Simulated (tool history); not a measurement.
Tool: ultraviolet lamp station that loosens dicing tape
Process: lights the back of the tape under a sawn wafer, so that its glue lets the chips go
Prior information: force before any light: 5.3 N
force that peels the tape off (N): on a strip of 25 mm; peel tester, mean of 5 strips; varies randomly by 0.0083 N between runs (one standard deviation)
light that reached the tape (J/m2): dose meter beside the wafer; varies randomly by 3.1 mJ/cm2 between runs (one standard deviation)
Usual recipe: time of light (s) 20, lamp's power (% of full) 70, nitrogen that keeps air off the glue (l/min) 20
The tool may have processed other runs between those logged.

run,hour,time of light (s),lamp's power (% of full),nitrogen that keeps air off the glue (l/min),force that peels the tape off (N),light that reached the tape (J/m2)
1,0.0,20,70,20,0.331,4860
2,52.6,20,70,20,0.321,4810
3,122.1,20,86,20,0.240,5940
4,209.6,20,86,20,0.230,6010
5,291.1,20,86,20,0.230,5980
6,381.0,20,86,20,0.245,5930
7,435.3,38,86,20,0.159,11260
8,476.3,20,70,20,0.331,4920
9,525.0,20,70,20,0.328,4900
10,576.9,20,70,20,0.340,4770
11,622.2,30,70,20,0.177,7300
12,679.4,37,70,20,0.165,8970
13,733.9,20,70,8,0.585,4890
14,828.5,20,98,20,0.198,6830
15,867.0,20,98,20,0.202,6770
16,938.7,20,98,20,0.206,6720
17,1009.7,20,98,20,0.217,6740
18,1074.7,20,98,20,0.204,6840
19,1152.1,20,98,20,0.196,6780
20,1212.5,19,70,20,0.356,4570
21,1258.8,20,70,10,0.492,4860
22,1329.4,20,70,10,0.513,4840
23,1401.8,12,73,20,0.804,3030
24,1492.3,12,73,19,0.807,3030
25,1563.1,20,64,29,0.321,4380
26,1657.2,20,64,29,0.322,4500
27,1744.2,20,79,6,0.574,5430
28,1796.7,20,79,6,0.568,5520
29,1868.8,20,79,6,0.551,5510
30,1935.8,12,98,20,0.462,4090
31,1979.0,20,100,32,0.172,6960
32,2045.2,20,84,7,0.457,5850
33,2118.0,20,76,14,0.346,5270
34,2167.5,20,76,14,0.326,5320
35,2233.4,20,89,14,0.263,6220
36,2325.9,20,61,10,0.644,4230
37,2409.4,39,61,26,0.164,8190
38,2452.9,20,100,32,0.185,6940
39,2538.4,20,100,32,0.174,6940
40,2624.3,20,75,12,0.394,5230
41,2672.6,20,64,12,0.521,4460
42,2743.4,24,70,8,0.411,5880
43,2830.0,20,70,20,0.339,4880

Missing from the log above: 3 entries noted between runs. For each, name the pair of listed runs it sits between and say how the tool's hidden condition differs from the listed run just before to the listed run just after:
From run 10 to run 11: window cleaned of glue's vapour (hour 581.9)
  both runs share identical hidden conditions
From run 28 to run 29: lamp changed (hour 1810.1)
  lamp's light, % of a new lamp's: 99.8 -> 100
From run 29 to run 30: window cleaned of glue's vapour (hour 1923.2)
  both runs share identical hidden conditions
